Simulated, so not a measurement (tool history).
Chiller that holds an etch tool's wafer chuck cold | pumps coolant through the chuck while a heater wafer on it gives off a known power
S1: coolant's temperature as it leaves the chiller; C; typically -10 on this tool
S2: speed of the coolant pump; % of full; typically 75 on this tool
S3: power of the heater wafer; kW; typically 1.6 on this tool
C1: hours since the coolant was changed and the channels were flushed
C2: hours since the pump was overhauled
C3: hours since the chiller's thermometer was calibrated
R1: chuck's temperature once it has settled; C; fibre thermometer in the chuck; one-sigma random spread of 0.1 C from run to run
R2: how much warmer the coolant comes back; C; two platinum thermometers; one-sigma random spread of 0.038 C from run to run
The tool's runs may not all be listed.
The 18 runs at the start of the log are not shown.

{"run": 19, "hour": 671.8, "S1": -18, "S2": 64, "S3": 0.946, "C1": 2010, "C2": 1248, "C3": 1147, "R1": -8, "R2": 5.56}
{"run": 20, "hour": 702.6, "S1": -9, "S2": 75, "S3": 1.399, "C1": 2041, "C2": 1279, "C3": 1178, "R1": 3.8, "R2": 6.95}
{"run": 21, "hour": 728.5, "S1": -3, "S2": 69, "S3": 1.399, "C1": 2067, "C2": 1305, "C3": 1204, "R1": 10.7, "R2": 7.61}
{"run": 22, "hour": 759.4, "S1": -3, "S2": 84, "S3": 1.011, "C1": 2098, "C2": 1336, "C3": 1235, "R1": 5.2, "R2": 4.37}
{"run": 23, "hour": 806.6, "S1": -1, "S2": 75, "S3": 1.058, "C1": 2145, "C2": 1383, "C3": 1282, "R1": 8.9, "R2": 5.28}
{"run": 24, "hour": 835.1, "S1": -10, "S2": 75, "S3": 2.107, "C1": 2173, "C2": 1411, "C3": 1311, "R1": 9.2, "R2": 10.42}
{"run": 25, "hour": 865.2, "S1": -6, "S2": 75, "S3": 1.174, "C1": 2203, "C2": 1442, "C3": 1341, "R1": 4.6, "R2": 5.83}
{"run": 26, "hour": 907.8, "S1": -12, "S2": 75, "S3": 1.513, "C1": 2246, "C2": 1484, "C3": 1383, "R1": 1.8, "R2": 7.56}
{"run": 27, "hour": 939.2, "S1": -12, "S2": 75, "S3": 1.513, "C1": 2277, "C2": 1516, "C3": 1415, "R1": 1.9, "R2": 7.46}
{"run": 28, "hour": 975.3, "S1": -10, "S2": 86, "S3": 1.829, "C1": 2313, "C2": 1552, "C3": 1451, "R1": 4.9, "R2": 7.76}
{"run": 29, "hour": 1015.9, "S1": -13, "S2": 71, "S3": 1.075, "C1": 2354, "C2": 1592, "C3": 1492, "R1": -2.6, "R2": 5.7}
{"run": 30, "hour": 1063.6, "S1": -6, "S2": 96, "S3": 1.671, "C1": 2402, "C2": 1640, "C3": 1539, "R1": 6.3, "R2": 6.29}
{"run": 31, "hour": 1101.5, "S1": -10, "S2": 70, "S3": 0.88, "C1": 2440, "C2": 1678, "C3": 1577, "R1": -1.5, "R2": 4.73}
{"run": 32, "hour": 1149.5, "S1": -6, "S2": 60, "S3": 1.704, "C1": 2488, "C2": 1726, "C3": 1625, "R1": 13.5, "R2": 11}
{"run": 33, "hour": 1199.4, "S1": -3, "S2": 83, "S3": 1.033, "C1": 2538, "C2": 1776, "C3": 1675, "R1": 5.6, "R2": 4.58}

Each row is a separate what-if for the run after 33, all from the same tool condition, not one after another. Results?
{"run": "A", "hour": 1232.0, "S1": -4, "S2": 75, "S3": 0.803, "C1": 2570, "C2": 1808, "C3": 1708, "R1": "?", "R2": "?"}
{"run": "B", "hour": 1232.0, "S1": -3, "S2": 69, "S3": 1.53, "C1": 2570, "C2": 1808, "C3": 1708, "R1": "?", "R2": "?"}
{"run": "C", "hour": 1232.0, "S1": -17, "S2": 75, "S3": 1.008, "C1": 2570, "C2": 1808, "C3": 1708, "R1": "?", "R2": "?"}

run=A R1=3.3 R2=4.04
run=B R1=12.4 R2=8.46
run=C R1=-7.6 R2=5.05
With the hidden condition removed and each run's random variation left untouched, the same runs would have given:
run=A R1=2.8 R2=3.89
run=B R1=11.2 R2=8.14
run=C R1=-8.3 R2=4.86
